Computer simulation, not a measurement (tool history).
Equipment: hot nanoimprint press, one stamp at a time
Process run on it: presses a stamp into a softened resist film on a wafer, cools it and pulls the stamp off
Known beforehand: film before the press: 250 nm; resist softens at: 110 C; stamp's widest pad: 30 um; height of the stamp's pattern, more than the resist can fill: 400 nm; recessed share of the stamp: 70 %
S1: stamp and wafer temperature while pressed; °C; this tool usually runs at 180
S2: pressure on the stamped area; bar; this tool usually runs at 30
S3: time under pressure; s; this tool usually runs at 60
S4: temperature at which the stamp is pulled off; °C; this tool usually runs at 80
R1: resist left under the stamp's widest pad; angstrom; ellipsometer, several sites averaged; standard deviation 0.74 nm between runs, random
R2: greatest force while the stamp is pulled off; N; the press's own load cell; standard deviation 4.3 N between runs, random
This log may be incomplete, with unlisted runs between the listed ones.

Run 1, hour 0: usual settings. Result: R1 1004 angstrom, R2 276 N.
Run 2, hour 52.7: usual settings. Result: R1 1019 angstrom, R2 301 N.
At hour 80.4: stamp cleaned and given a new release coat.
Run 3, hour 109.2: usual settings but S3 40 s. Result: R1 1199 angstrom, R2 235 N.
Run 4, hour 180.8: usual settings but S3 40 s. Result: R1 1234 angstrom, R2 262 N.
Run 5, hour 241.3: usual settings but S3 40 s. Result: R1 1230 angstrom, R2 288 N.
At hour 260.7: plate thermocouple calibrated.
At hour 297.1: stamp cleaned and given a new release coat.
Run 6, hour 297.1: usual settings but S3 40 s. Result: R1 1071 angstrom, R2 209 N.
Run 7, hour 375.2: usual settings but S1 188 °C, S4 70 °C. Result: R1 578 angstrom, R2 290 N.
Run 8, hour 447.5: usual settings but S1 177 °C, S2 33.3 bar, S3 56 s, S4 68 °C. Result: R1 1109 angstrom, R2 352 N.
At hour 507.8: stamp cleaned and given a new release coat.
Run 9, hour 529: usual settings but S1 177 °C, S2 33.3 bar, S3 56 s, S4 68 °C. Result: R1 1120 angstrom, R2 278 N.

Forecast run 10:
Run 10, hour 596.3: usual settings but S1 187 °C, S2 30.1 bar, S3 110 s, S4 70 °C. Result: R1 ?, R2 ?.

{"run 10": {"R1": 484, "R2": 290}}
Take away the tool's hidden state, keep the run-to-run variation as it was, and the same run would have given R1 452 angstrom, R2 245 N.
